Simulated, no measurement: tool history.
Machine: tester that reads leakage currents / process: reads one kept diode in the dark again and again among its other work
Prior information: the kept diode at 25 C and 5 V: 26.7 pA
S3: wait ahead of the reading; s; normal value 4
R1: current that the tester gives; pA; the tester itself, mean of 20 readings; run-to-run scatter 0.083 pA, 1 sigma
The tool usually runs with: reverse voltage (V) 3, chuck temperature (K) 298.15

Run 1, hour 0: usual settings. Result: R1 20.61 pA.
Run 2, hour 39.5: usual settings. Result: R1 20.54 pA.
Run 3, hour 93.5: usual settings. Result: R1 20.67 pA.
Run 4, hour 151: usual settings. Result: R1 20.45 pA.
Run 5, hour 199.6: usual settings. Result: R1 20.51 pA.
Run 6, hour 245.7: usual settings. Result: R1 20.67 pA.
Run 7, hour 306.5: usual settings but chuck temperature (K) 307.15. Result: R1 42.28 pA.
Run 8, hour 362: usual settings but chuck temperature (K) 307.15, S3 0.61 s. Result: R1 43.26 pA.
Run 9, hour 416.8: usual settings but chuck temperature (K) 307.15, S3 0.61 s. Result: R1 43.63 pA.
Run 10, hour 453: usual settings but chuck temperature (K) 296.15. Result: R1 17.66 pA.
At hour 471.2: chuck's temperature calibrated.
Run 11, hour 484.7: usual settings but chuck temperature (K) 301.15. Result: R1 29.92 pA.
Run 12, hour 539: usual settings but chuck temperature (K) 301.15. Result: R1 29.99 pA.
Run 13, hour 575.6: usual settings but chuck temperature (K) 301.15. Result: R1 29.9 pA.
Run 14, hour 606.4: usual settings but chuck temperature (K) 301.15. Result: R1 29.95 pA.
Run 15, hour 636.1: usual settings but chuck temperature (K) 301.15. Result: R1 29.9 pA.
Run 16, hour 681.4: usual settings but reverse voltage (V) 1.23, chuck temperature (K) 319.15, S3 4.9 s. Result: R1 82.77 pA.
Run 17, hour 732.7: usual settings but reverse voltage (V) 19.93, chuck temperature (K) 299.15, S3 4.9 s. Result: R1 62.93 pA.
Run 18, hour 767.4: usual settings but reverse voltage (V) 2.8, chuck temperature (K) 325.15, S3 4.74 s. Result: R1 175.54 pA.
Run 19, hour 829.1: usual settings but reverse voltage (V) 1.09, chuck temperature (K) 326.15, S3 3.38 s. Result: R1 129.73 pA.

How would selected steps in R1 from run to run divide? Give the signed amount a tool lacking its hidden state would still show from settings, what came in and random variation, and the signed amount left for the hidden state, including any gauge scatter that is not in both of the compared results.
What the log doesn't record here: stray current of the dirty probe card, pA a volt; current scale over the true one, %; true chuck temperature over the reading, C; drift of the gauge itself on leakage_pa, %.
Run 17 -> 18: reverse voltage (V) 19.93 -> 2.8, chuck temperature (K) 299.15 -> 325.15, S3 4.9 -> 4.74. R1 +112.61 pA: hidden state -11.54, all else +124.15.
